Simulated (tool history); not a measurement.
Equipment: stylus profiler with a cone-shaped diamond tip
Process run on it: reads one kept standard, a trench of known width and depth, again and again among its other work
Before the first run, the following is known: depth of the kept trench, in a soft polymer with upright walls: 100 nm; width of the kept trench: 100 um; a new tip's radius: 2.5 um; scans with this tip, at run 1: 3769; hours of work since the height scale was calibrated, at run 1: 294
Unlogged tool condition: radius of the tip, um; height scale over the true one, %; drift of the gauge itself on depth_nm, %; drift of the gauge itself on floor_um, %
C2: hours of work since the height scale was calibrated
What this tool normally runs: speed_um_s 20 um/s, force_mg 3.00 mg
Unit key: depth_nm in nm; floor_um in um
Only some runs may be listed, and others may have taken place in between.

run 1 hour=0.0 | speed_um_s=20 force_mg=3.00 | scans_with_this_tip=3769 C2=294 | depth_nm=101.21 floor_um=98.07
run 2 hour=12.0 | speed_um_s=20 force_mg=3.00 | scans_with_this_tip=3854 C2=301 | depth_nm=101.22 floor_um=98.00
run 3 hour=31.5 | speed_um_s=20 force_mg=4.69 | scans_with_this_tip=3992 C2=311 | depth_nm=101.63 floor_um=98.07
run 4 hour=47.2 | speed_um_s=20 force_mg=4.69 | scans_with_this_tip=4103 C2=320 | depth_nm=101.66 floor_um=98.06
run 5 hour=68.7 | speed_um_s=50 force_mg=4.69 | scans_with_this_tip=4255 C2=332 | depth_nm=101.61 floor_um=97.97
run 6 hour=83.8 | speed_um_s=50 force_mg=4.69 | scans_with_this_tip=4362 C2=340 | depth_nm=101.64 floor_um=97.90
run 7 hour=105.6 | speed_um_s=20 force_mg=3.34 | scans_with_this_tip=4516 C2=352 | depth_nm=101.28 floor_um=97.90
run 8 hour=117.4 | speed_um_s=20 force_mg=3.34 | scans_with_this_tip=4600 C2=359 | depth_nm=101.28 floor_um=97.96
run 9 hour=142.9 | speed_um_s=20 force_mg=3.34 | scans_with_this_tip=4780 C2=373 | depth_nm=101.29 floor_um=97.91
run 10 hour=163.8 | speed_um_s=20 force_mg=3.34 | scans_with_this_tip=4928 C2=384 | depth_nm=101.27 floor_um=97.94
run 11 hour=186.2 | speed_um_s=20 force_mg=3.34 | scans_with_this_tip=5087 C2=397 | depth_nm=101.27 floor_um=97.89
run 12 hour=210.8 | speed_um_s=20 force_mg=2.30 | scans_with_this_tip=5261 C2=410 | depth_nm=100.98 floor_um=97.93
run 13 hour=223.7 | speed_um_s=20 force_mg=2.30 | scans_with_this_tip=5353 C2=417 | depth_nm=100.98 floor_um=97.85
run 14 hour=241.0 | speed_um_s=20 force_mg=2.30 | scans_with_this_tip=5475 C2=427 | depth_nm=100.95 floor_um=97.80
run 15 hour=261.4 | speed_um_s=20 force_mg=2.30 | scans_with_this_tip=5619 C2=438 | depth_nm=100.99 floor_um=97.86
run 16 hour=278.1 | speed_um_s=20 force_mg=3.00 | scans_with_this_tip=5738 C2=447 | depth_nm=101.18 floor_um=97.84
run 17 hour=295.3 | speed_um_s=20 force_mg=3.00 | scans_with_this_tip=5859 C2=457 | depth_nm=101.18 floor_um=97.85
run 18 hour=310.4 | speed_um_s=65 force_mg=3.00 | scans_with_this_tip=5966 C2=465 | depth_nm=101.15 floor_um=97.66
run 19 hour=335.2 | speed_um_s=65 force_mg=3.00 | scans_with_this_tip=6142 C2=479 | depth_nm=101.14 floor_um=97.68
run 20 hour=351.5 | speed_um_s=65 force_mg=3.00 | scans_with_this_tip=6257 C2=488 | depth_nm=101.17 floor_um=97.64
run 21 hour=368.7 | speed_um_s=65 force_mg=3.00 | scans_with_this_tip=6379 C2=497 | depth_nm=101.17 floor_um=97.63
run 22 hour=383.5 | speed_um_s=12 force_mg=5.15 | scans_with_this_tip=6484 C2=506 | depth_nm=101.70 floor_um=97.83
run 23 hour=400.3 | speed_um_s=23 force_mg=3.20 | scans_with_this_tip=6603 C2=515 | depth_nm=101.23 floor_um=97.72
run 24 hour=418.5 | speed_um_s=15 force_mg=4.99 | scans_with_this_tip=6732 C2=525 | depth_nm=101.65 floor_um=97.69
run 25 hour=437.2 | speed_um_s=7 force_mg=5.24 | scans_with_this_tip=6864 C2=535 | depth_nm=101.73 floor_um=97.76
run 26 hour=448.4 | speed_um_s=20 force_mg=9.00 | scans_with_this_tip=6944 C2=542 | depth_nm=102.51 floor_um=97.69
run 27 hour=472.4 | speed_um_s=7 force_mg=1.71 | scans_with_this_tip=7113 C2=555 | depth_nm=100.77 floor_um=97.74
run 28 hour=484.1 | speed_um_s=20 force_mg=4.05 | scans_with_this_tip=7196 C2=561 | depth_nm=101.44 floor_um=97.68
run 29 hour=497.5 | speed_um_s=20 force_mg=4.05 | scans_with_this_tip=7291 C2=569 | depth_nm=101.45 floor_um=97.74
run 30 hour=509.0 | speed_um_s=20 force_mg=4.05 | scans_with_this_tip=7373 C2=575 | depth_nm=101.42 floor_um=97.63
run 31 hour=533.3 | speed_um_s=20 force_mg=4.05 | scans_with_this_tip=7544 C2=588 | depth_nm=101.41 floor_um=97.65
run 32 hour=543.9 | speed_um_s=9 force_mg=1.74 | scans_with_this_tip=7619 C2=594 | depth_nm=100.75 floor_um=97.65
run 33 hour=564.4 | speed_um_s=39 force_mg=2.89 | scans_with_this_tip=7764 C2=606 | depth_nm=101.11 floor_um=97.63
run 34 hour=575.8 | speed_um_s=39 force_mg=2.89 | scans_with_this_tip=7845 C2=612 | depth_nm=101.09 floor_um=97.54
run 35 hour=590.5 | speed_um_s=26 force_mg=4.34 | scans_with_this_tip=7950 C2=620 | depth_nm=101.50 floor_um=97.64
run 36 hour=613.9 | speed_um_s=22 force_mg=1.73 | scans_with_this_tip=8115 C2=633 | depth_nm=100.79 floor_um=97.60
run 37 hour=631.3 | speed_um_s=22 force_mg=1.73 | scans_with_this_tip=8239 C2=643 | depth_nm=100.77 floor_um=97.55
run 38 hour=656.8 | speed_um_s=51 force_mg=3.00 | scans_with_this_tip=8419 C2=657 | depth_nm=101.12 floor_um=97.48
run 39 hour=673.0 | speed_um_s=51 force_mg=3.00 | scans_with_this_tip=8533 C2=665 | depth_nm=101.12 floor_um=97.40
run 40 hour=688.3 | speed_um_s=20 force_mg=8.30 | scans_with_this_tip=8642 C2=674 | depth_nm=102.35 floor_um=97.58

Each row is a separate what-if for the run after 40, all from the same tool condition, not one after another. Results?
run A hour=711.7 | speed_um_s=33 force_mg=8.30 | scans_with_this_tip=8807 C2=687 | depth_nm=? floor_um=?
run B hour=711.7 | speed_um_s=66 force_mg=6.62 | scans_with_this_tip=8807 C2=687 | depth_nm=? floor_um=?
run C hour=711.7 | speed_um_s=6 force_mg=1.71 | scans_with_this_tip=8807 C2=687 | depth_nm=? floor_um=?
run D hour=711.7 | speed_um_s=42 force_mg=3.00 | scans_with_this_tip=8807 C2=687 | depth_nm=? floor_um=?
run E hour=711.7 | speed_um_s=8 force_mg=2.26 | scans_with_this_tip=8807 C2=687 | depth_nm=? floor_um=?

run=A depth_nm=102.36 floor_um=97.53
run=B depth_nm=102.01 floor_um=97.53
run=C depth_nm=100.76 floor_um=97.51
run=D depth_nm=101.15 floor_um=97.50
run=E depth_nm=100.93 floor_um=97.57
Stripped of hidden state, with their random variation kept, the same runs would have yielded:
run=A depth_nm=102.47 floor_um=98.53
run=B depth_nm=102.12 floor_um=98.52
run=C depth_nm=100.86 floor_um=98.51
run=D depth_nm=101.25 floor_um=98.50
run=E depth_nm=101.03 floor_um=98.57
